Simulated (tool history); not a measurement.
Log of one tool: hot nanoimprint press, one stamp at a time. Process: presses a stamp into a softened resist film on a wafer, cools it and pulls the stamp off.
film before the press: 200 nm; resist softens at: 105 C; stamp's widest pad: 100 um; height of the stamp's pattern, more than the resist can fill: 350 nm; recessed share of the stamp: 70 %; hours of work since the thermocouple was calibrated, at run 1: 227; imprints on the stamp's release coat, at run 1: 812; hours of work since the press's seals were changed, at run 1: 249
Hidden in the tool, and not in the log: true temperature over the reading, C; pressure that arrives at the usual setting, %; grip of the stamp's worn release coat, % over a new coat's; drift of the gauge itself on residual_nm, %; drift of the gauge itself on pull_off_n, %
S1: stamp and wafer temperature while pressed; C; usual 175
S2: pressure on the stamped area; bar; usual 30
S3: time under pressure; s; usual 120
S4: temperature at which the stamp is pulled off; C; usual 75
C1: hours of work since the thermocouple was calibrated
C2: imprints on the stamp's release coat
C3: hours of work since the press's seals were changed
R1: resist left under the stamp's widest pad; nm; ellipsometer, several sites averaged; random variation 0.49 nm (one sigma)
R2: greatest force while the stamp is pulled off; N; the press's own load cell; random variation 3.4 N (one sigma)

| run | hour | S1 | S2 | S3 | S4 | C1 | C2 | C3 | R1 | R2 |
|---|---|---|---|---|---|---|---|---|---|---|
| 1 | 0 | 175 | 30 | 120 | 75 | 227 | 812 | 249 | 101.7 | 164 |
| 2 | 11.4 | 175 | 30 | 120 | 75 | 234 | 842 | 256 | 100.9 | 165 |
| 3 | 20.1 | 175 | 30 | 120 | 75 | 239 | 864 | 262 | 100.2 | 166 |
| 4 | 27.2 | 175 | 38.4 | 120 | 75 | 244 | 883 | 266 | 90.1 | 166 |
| 5 | 35.2 | 175 | 38.4 | 120 | 75 | 249 | 904 | 271 | 90.8 | 170 |
| 6 | 45.2 | 175 | 30 | 120 | 74 | 255 | 930 | 277 | 100 | 164 |
| 7 | 51.5 | 184 | 30 | 120 | 74 | 259 | 946 | 281 | 66.1 | 166 |
| 8 | 60.2 | 175 | 30 | 120 | 75 | 264 | 969 | 287 | 100.6 | 166 |
| 9 | 68.1 | 175 | 30 | 120 | 75 | 269 | 989 | 292 | 101.4 | 162 |
| 10 | 76.7 | 175 | 30 | 120 | 75 | 275 | 1012 | 297 | 101.2 | 163 |
| 11 | 85.5 | 175 | 30 | 120 | 75 | 280 | 1034 | 303 | 101.3 | 164 |
|  | 90.5 | plate thermocouple calibrated |
| 12 | 99 | 175 | 30 | 120 | 75 | 5 | 1062 | 309 | 102.1 | 163 |
| 13 | 105.6 | 175 | 30 | 120 | 75 | 9 | 1079 | 313 | 100.3 | 162 |
| 14 | 112.7 | 175 | 30 | 120 | 75 | 14 | 1097 | 318 | 101 | 160 |
| 15 | 118.7 | 178 | 30 | 120 | 75 | 18 | 1113 | 321 | 87.2 | 171 |
| 16 | 130.3 | 178 | 23.6 | 120 | 75 | 25 | 1143 | 329 | 96.9 | 167 |
| 17 | 139.5 | 178 | 23.6 | 63 | 77 | 31 | 1167 | 334 | 120.3 | 155 |
| 18 | 150.7 | 175 | 31.6 | 120 | 74 | 38 | 1196 | 341 | 98.8 | 172 |
| 19 | 162 | 175 | 30 | 115 | 75 | 45 | 1226 | 348 | 103 | 161 |
| 20 | 167.6 | 175 | 30 | 115 | 75 | 48 | 1240 | 352 | 103.2 | 167 |
| 21 | 178.2 | 175 | 30 | 115 | 75 | 55 | 1268 | 358 | 103.1 | 162 |
| 22 | 189 | 175 | 29.3 | 140 | 82 | 61 | 1296 | 365 | 96.2 | 134 |
| 23 | 199.2 | 168 | 23.9 | 208 | 75 | 68 | 1322 | 372 | 127.4 | 168 |
| 24 | 206 | 168 | 24.4 | 225 | 75 | 72 | 1340 | 376 | 122.9 | 161 |
| 25 | 211.2 | 168 | 24.4 | 77 | 75 | 75 | 1354 | 379 | 159.9 | 167 |
| 26 | 221.2 | 175 | 21 | 210 | 70 | 82 | 1380 | 385 | 96.5 | 189 |
| 27 | 231.9 | 178 | 43 | 120 | 69 | 88 | 1407 | 392 | 73.8 | 189 |
| 28 | 237.2 | 173 | 30 | 74 | 75 | 92 | 1421 | 395 | 128.8 | 162 |
| 29 | 243 | 173 | 30 | 74 | 75 | 95 | 1436 | 399 | 129.3 | 165 |
| 30 | 253.5 | 173 | 30 | 74 | 75 | 102 | 1464 | 405 | 128.8 | 171 |

Forecast each of these 3 alternatives for the next run:
| A | 262.8 | 175 | 19 | 87 | 75 | 107 | 1488 | 411 | ? | ? |
| B | 262.8 | 173 | 30 | 239 | 75 | 107 | 1488 | 411 | ? | ? |
| C | 262.8 | 177 | 30 | 151 | 70 | 107 | 1488 | 411 | ? | ? |

| run | R1 | R2 |
|---|---|---|
| A | 132.5 | 166 |
| B | 86.2 | 167 |
| C | 84.6 | 187 |
Without the tool's hidden state the same runs would have given:
| run | R1 | R2 |
|---|---|---|
| A | 132.5 | 165 |
| B | 86.2 | 166 |
| C | 84.6 | 186 |

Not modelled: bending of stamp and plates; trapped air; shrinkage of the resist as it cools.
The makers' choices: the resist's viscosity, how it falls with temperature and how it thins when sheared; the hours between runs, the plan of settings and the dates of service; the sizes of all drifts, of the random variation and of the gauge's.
